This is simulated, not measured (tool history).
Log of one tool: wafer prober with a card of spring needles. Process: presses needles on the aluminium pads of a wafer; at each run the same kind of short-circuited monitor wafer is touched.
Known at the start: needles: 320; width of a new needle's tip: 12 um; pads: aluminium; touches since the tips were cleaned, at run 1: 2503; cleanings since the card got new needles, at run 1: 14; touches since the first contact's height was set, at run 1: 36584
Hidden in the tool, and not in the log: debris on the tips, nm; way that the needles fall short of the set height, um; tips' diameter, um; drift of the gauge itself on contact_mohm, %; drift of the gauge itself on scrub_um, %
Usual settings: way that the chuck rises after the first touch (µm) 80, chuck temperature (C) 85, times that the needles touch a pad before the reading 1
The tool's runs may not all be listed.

| run | hour | way that the chuck rises after the first touch (µm) | chuck temperature (C) | times that the needles touch a pad before the reading | touches since the tips were cleaned | cleanings since the card got new needles | touches since the first contact's height was set | resistance of one needle with its contact and lead (mohm) | way that a needle slides on the pad (µm) |
|---|---|---|---|---|---|---|---|---|---|
| 1 | 0.0 | 80 | 85 | 1 | 2503 | 14 | 36584 | 171 | 11.102 |
|  | 20.1 | tips cleaned on abrasive film |
| 2 | 36.4 | 80 | 85 | 1 | 4881 | 15 | 47440 | 183 | 11.076 |
|  | 47.3 | tips cleaned on abrasive film |
| 3 | 72.9 | 80 | 85 | 1 | 7659 | 16 | 58328 | 199 | 11.090 |
|  | 76.8 | tips cleaned on abrasive film |
|  | 103.7 | tips cleaned on abrasive film |
| 4 | 115.2 | 80 | 85 | 1 | 3442 | 18 | 70933 | 176 | 11.070 |
|  | 131.7 | tips cleaned on abrasive film |
|  | 158.6 | tips cleaned on abrasive film |
|  | 163.8 | height of the first contact set anew |
| 5 | 181.0 | 80 | 85 | 1 | 6612 | 20 | 5135 | 190 | 11.118 |
|  | 188.6 | tips cleaned on abrasive film |
|  | 218.5 | tips cleaned on abrasive film |
| 6 | 238.0 | 80 | 85 | 1 | 5830 | 22 | 22118 | 186 | 11.115 |
|  | 249.1 | tips cleaned on abrasive film |
|  | 278.9 | tips cleaned on abrasive film |
| 7 | 279.2 | 80 | 85 | 1 | 77 | 24 | 34394 | 150 | 11.095 |
|  | 307.5 | tips cleaned on abrasive film |
| 8 | 329.7 | 80 | 85 | 1 | 6632 | 25 | 49478 | 198 | 11.093 |
|  | 338.9 | tips cleaned on abrasive film |
|  | 370.7 | tips cleaned on abrasive film |
| 9 | 377.5 | 80 | 85 | 1 | 2056 | 27 | 63726 | 173 | 11.078 |
|  | 400.1 | tips cleaned on abrasive film |
|  | 428.3 | tips cleaned on abrasive film |
| 10 | 438.9 | 80 | 85 | 1 | 3162 | 29 | 82017 | 181 | 11.068 |
|  | 449.8 | height of the first contact set anew |
|  | 457.0 | tips cleaned on abrasive film |
|  | 484.0 | tips cleaned on abrasive film |
| 11 | 501.5 | 63 | 85 | 1 | 5209 | 31 | 15388 | 212 | 8.732 |
|  | 513.5 | tips cleaned on abrasive film |
|  | 544.8 | tips cleaned on abrasive film |
| 12 | 557.1 | 75 | 44 | 1 | 3674 | 33 | 31981 | 184 | 10.409 |
|  | 572.8 | tips cleaned on abrasive film |
|  | 601.9 | tips cleaned on abrasive film |
| 13 | 608.3 | 80 | 33 | 1 | 1921 | 35 | 47230 | 160 | 11.076 |
|  | 630.9 | tips cleaned on abrasive film |
| 14 | 642.9 | 86 | 45 | 2 | 3601 | 36 | 57568 | 156 | 11.904 |
|  | 660.6 | tips cleaned on abrasive film |
| 15 | 677.1 | 86 | 45 | 2 | 4956 | 37 | 67767 | 163 | 11.901 |

The next listed run, before its measurement:
|  | 689.2 | tips cleaned on abrasive film |
|  | 717.8 | tips cleaned on abrasive film |
|  | 737.4 | height of the first contact set anew |
|  | 748.8 | tips cleaned on abrasive film |
| 16 | 751.4 | 86 | 45 | 2 | 787 | 40 | 4152 | ? | ? |

{"run 16": {"resistance of one needle with its contact and lead (mohm)": 146, "way that a needle slides on the pad (µm)": 11.947}}
Without the tool's hidden state the same run would have given resistance of one needle with its contact and lead (mohm) 138, way that a needle slides on the pad (µm) 11.952.

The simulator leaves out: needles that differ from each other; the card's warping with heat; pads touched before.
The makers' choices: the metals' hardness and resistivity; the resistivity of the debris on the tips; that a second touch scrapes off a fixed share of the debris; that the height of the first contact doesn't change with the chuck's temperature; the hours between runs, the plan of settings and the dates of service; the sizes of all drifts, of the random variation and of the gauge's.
